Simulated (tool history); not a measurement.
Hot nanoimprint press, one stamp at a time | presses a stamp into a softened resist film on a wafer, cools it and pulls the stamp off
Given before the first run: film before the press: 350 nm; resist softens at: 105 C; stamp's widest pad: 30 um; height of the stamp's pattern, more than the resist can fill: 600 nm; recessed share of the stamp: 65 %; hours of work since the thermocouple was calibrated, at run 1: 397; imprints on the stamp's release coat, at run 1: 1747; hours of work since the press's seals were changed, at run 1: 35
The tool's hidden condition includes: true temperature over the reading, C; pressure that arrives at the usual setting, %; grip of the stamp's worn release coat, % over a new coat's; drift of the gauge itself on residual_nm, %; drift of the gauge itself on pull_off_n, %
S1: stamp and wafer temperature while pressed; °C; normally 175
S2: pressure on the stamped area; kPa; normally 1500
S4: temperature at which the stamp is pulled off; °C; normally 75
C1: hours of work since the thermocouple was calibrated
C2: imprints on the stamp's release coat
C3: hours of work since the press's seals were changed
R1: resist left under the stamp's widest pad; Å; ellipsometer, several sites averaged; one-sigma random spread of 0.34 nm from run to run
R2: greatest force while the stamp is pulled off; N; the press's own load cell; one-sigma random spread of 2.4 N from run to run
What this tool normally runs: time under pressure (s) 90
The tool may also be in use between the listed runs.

Run 1, hour 0: usual settings; C1 397; C2 1747; C3 35. Result: R1 1742 Å, R2 192 N.
Run 2, hour 11.3: usual settings; C1 402; C2 1770; C3 40. Result: R1 1751 Å, R2 192 N.
Run 3, hour 23.7: usual settings but S1 169 °C; C1 407; C2 1796; C3 45. Result: R1 2100 Å, R2 195 N.
At hour 33.2: plate thermocouple calibrated.
Run 4, hour 39.1: usual settings but S2 2170 kPa; C1 3; C2 1821; C3 50. Result: R1 1535 Å, R2 194 N.
Run 5, hour 48.2: usual settings but S2 1170 kPa; C1 6; C2 1840; C3 54. Result: R1 2056 Å, R2 194 N.
Run 6, hour 56.4: usual settings but S2 1710 kPa; C1 10; C2 1857; C3 57. Result: R1 1726 Å, R2 199 N.
Run 7, hour 70.8: usual settings but S1 177 °C, S4 70 °C; C1 16; C2 1887; C3 64. Result: R1 1719 Å, R2 210 N.
Run 8, hour 83.8: usual settings but S1 177 °C, S4 70 °C; C1 22; C2 1914; C3 69. Result: R1 1723 Å, R2 211 N.
Run 9, hour 98.5: usual settings but time under pressure (s) 70; C1 28; C2 1945; C3 75. Result: R1 1990 Å, R2 202 N.
Run 10, hour 105: usual settings but S1 178 °C, S2 1740 kPa, time under pressure (s) 134, S4 72 °C; C1 31; C2 1958; C3 78. Result: R1 1343 Å, R2 209 N.
Run 11, hour 114.3: usual settings but S1 168 °C, S4 73 °C; C1 35; C2 1977; C3 82. Result: R1 2273 Å, R2 207 N.
Run 12, hour 126.5: usual settings but S1 168 °C, time under pressure (s) 57, S4 71 °C; C1 40; C2 2003; C3 87. Result: R1 2538 Å, R2 209 N.

Here are 4 independent what-if runs from the current tool condition. What would each one return?
Run A, hour 141.6: usual settings but S1 167 °C, S2 1760 kPa, S4 79 °C; C1 46; C2 2034; C3 94. Result: R1 ?, R2 ?.
Run B, hour 141.6: usual settings but S1 168 °C, S2 1150 kPa, time under pressure (s) 168, S4 69 °C; C1 46; C2 2034; C3 94. Result: R1 ?, R2 ?.
Run C, hour 141.6: usual settings but S2 1760 kPa, time under pressure (s) 111, S4 62 °C; C1 46; C2 2034; C3 94. Result: R1 ?, R2 ?.
Run D, hour 141.6: usual settings but S1 185 °C, S2 1770 kPa, S4 72 °C; C1 46; C2 2034; C3 94. Result: R1 ?, R2 ?.

run    R1   R2
  A  2192  206
  B  2118  220
  C  1578  230
  D  1225  216
Take away the tool's hidden state, keep each run's random variation, and the runs would have read:
run    R1   R2
  A  2185  109
  B  2113  115
  C  1571  121
  D  1219  114

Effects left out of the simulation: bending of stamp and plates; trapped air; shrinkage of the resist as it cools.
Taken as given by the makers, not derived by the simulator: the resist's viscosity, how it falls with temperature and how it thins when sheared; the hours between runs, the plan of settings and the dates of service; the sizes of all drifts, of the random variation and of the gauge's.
